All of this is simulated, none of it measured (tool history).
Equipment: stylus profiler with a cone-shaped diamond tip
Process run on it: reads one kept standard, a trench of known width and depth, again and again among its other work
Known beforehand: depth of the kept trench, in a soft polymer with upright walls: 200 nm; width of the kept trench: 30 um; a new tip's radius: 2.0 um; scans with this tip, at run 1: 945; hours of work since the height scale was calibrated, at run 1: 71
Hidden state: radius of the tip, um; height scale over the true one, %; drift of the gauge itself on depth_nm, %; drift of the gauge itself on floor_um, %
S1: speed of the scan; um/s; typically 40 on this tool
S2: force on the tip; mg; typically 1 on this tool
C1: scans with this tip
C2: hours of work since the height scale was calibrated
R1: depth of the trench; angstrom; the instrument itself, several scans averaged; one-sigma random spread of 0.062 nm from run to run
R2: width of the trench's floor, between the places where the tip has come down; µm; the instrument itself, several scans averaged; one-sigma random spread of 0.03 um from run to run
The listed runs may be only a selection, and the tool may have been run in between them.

run,hour,S1,S2,C1,C2,R1,R2
1,0,40,1,945,71,2009.7,28.09
2,42.4,40,0.37,1337,100,2004.6,27.95
3,139.5,40,0.37,2233,167,2004.7,28.01
4,239.9,40,1,3161,237,2010.5,28.07
5,297.6,40,1,3694,277,2011.2,28
6,364.8,19,1,4314,324,2010.3,28.19
7,410.6,19,1,4736,355,2010.5,28.14
8,473.6,40,1,5318,399,2010.7,28.05
9,555.6,40,1,6076,456,2010.2,28.04
10,616.1,40,1,6634,498,2009.8,28.13
11,703.5,40,1,7441,558,2010.1,28.02
12,754,40,0.39,7908,593,2005.3,27.98
13,851.5,40,1,8808,661,2011,28.05
14,937.2,40,1,9599,720,2010,28.06
# hour 958.3: new tip fitted, height scale calibrated
15,986.7,40,1,261,20,2010.3,28.13
16,1089.5,40,1,1211,91,2011,28.11
17,1188.1,40,1,2121,159,2011.6,28.06
18,1281.7,40,1,2986,224,2010.7,28.11
19,1343.6,40,1,3557,267,2009.7,28.09
20,1411.7,40,1,4186,314,2009.5,28.14
21,1509.1,40,0.45,5085,381,2006,27.96
22,1582.2,51,1.49,5760,432,2014.1,28.08
23,1643.6,51,1.49,6328,475,2013.6,28.1
24,1741.9,51,1.49,7235,543,2013.1,28.08
25,1831.5,49,1.52,8063,605,2013.2,28.03
26,1891.6,49,1.52,8617,646,2013.5,28.05
27,1981.2,14,2.32,9445,708,2017.4,28.19
# hour 2018.7: new tip fitted, height scale calibrated
28,2070.9,85,0.65,482,36,2007.3,27.81
29,2142.7,40,0.73,1146,86,2009.2,28.03
30,2247.7,19,2.22,2115,159,2016.9,28.2
31,2331.5,62,0.58,2889,217,2008,27.89
32,2415.6,14,0.33,3665,275,2004,28.18
33,2489.5,14,0.33,4347,326,2004.6,28.12
34,2574.2,14,0.33,5130,385,2005.1,28.16
35,2644.2,64,0.33,5776,433,2004.8,27.81
36,2747.6,64,0.33,6730,505,2005.5,27.78
37,2816.7,43,1.35,7369,553,2012.1,28.08
38,2903.7,25,1.35,8172,613,2011.9,28.1
39,2992.7,25,1.35,8994,675,2012.4,28.09
# hour 3072.4: new tip fitted, height scale calibrated
40,3072.4,25,1.35,0,0,2013,28.17
41,3147.3,25,1.35,691,52,2012.7,28.14

Consider 4 possible next runs. They are alternatives, not a sequence: every one starts from the tool as it was left by run 41. What does each give?
A,3221.8,14,1.76,1379,103,?,?
B,3221.8,12,1.81,1379,103,?,?
C,3221.8,40,1.14,1379,103,?,?
D,3221.8,19,1,1379,103,?,?

run,R1,R2
A,2014.6,28.24
B,2015.3,28.21
C,2010.5,28.09
D,2010.7,28.16
Had the tool no hidden state, the same runs would have come out as:
run,R1,R2
A,2014.6,28.24
B,2015.3,28.21
C,2010.5,28.09
D,2010.7,28.17
